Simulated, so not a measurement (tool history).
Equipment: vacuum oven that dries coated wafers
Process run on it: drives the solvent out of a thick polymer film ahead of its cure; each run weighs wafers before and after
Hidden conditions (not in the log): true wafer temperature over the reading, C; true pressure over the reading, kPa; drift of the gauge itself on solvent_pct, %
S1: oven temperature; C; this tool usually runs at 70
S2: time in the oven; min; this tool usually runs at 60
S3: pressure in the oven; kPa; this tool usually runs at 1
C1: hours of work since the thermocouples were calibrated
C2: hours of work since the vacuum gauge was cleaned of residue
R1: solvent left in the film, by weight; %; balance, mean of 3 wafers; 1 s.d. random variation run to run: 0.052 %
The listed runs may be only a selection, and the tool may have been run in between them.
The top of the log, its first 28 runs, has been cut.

Run 29, hour 1259.1: usual settings but S1 78 C, S3 0.87 kPa; C1 992; C2 1441. Result: R1 0.35 %.
Run 30, hour 1293.2: usual settings but S1 78 C, S3 0.87 kPa; C1 1017; C2 1466. Result: R1 0.46 %.
Run 31, hour 1352.8: usual settings but S1 78 C, S3 0.87 kPa; C1 1061; C2 1510. Result: R1 0.4 %.
Run 32, hour 1406.3: usual settings but S1 60 C, S3 0.52 kPa; C1 1101; C2 1550. Result: R1 4.53 %.
Run 33, hour 1456.5: usual settings but S1 60 C, S3 0.52 kPa; C1 1138; C2 1587. Result: R1 4.63 %.
Run 34, hour 1510.4: usual settings but S2 34 min, S3 0.71 kPa; C1 1178; C2 1627. Result: R1 3.34 %.
Run 35, hour 1543.4: usual settings but S2 39 min; C1 1202; C2 1651. Result: R1 2.74 %.
Run 36, hour 1587: usual settings but S1 82 C, S2 85 min, S3 0.86 kPa; C1 1234; C2 1683. Result: R1 0.3 %.
Run 37, hour 1638.6: usual settings but S1 64 C, S2 46 min, S3 0.68 kPa; C1 1272; C2 1721. Result: R1 4.17 %.
Run 38, hour 1675.1: usual settings but S1 76 C, S2 108 min, S3 0.68 kPa; C1 1299; C2 1748. Result: R1 0.4 %.
Run 39, hour 1729.1: usual settings but S2 92 min, S3 2.12 kPa; C1 1339; C2 1788. Result: R1 1.02 %.

What does the tool deliver on the next run?
Run 40, hour 1771.7: usual settings but S1 60 C, S2 69 min, S3 3.66 kPa; C1 1371; C2 1820. Result: R1 ?.

Run 40 yielded R1 4.96 %.
Without the tool's hidden state the same run would have given R1 5.74 %.

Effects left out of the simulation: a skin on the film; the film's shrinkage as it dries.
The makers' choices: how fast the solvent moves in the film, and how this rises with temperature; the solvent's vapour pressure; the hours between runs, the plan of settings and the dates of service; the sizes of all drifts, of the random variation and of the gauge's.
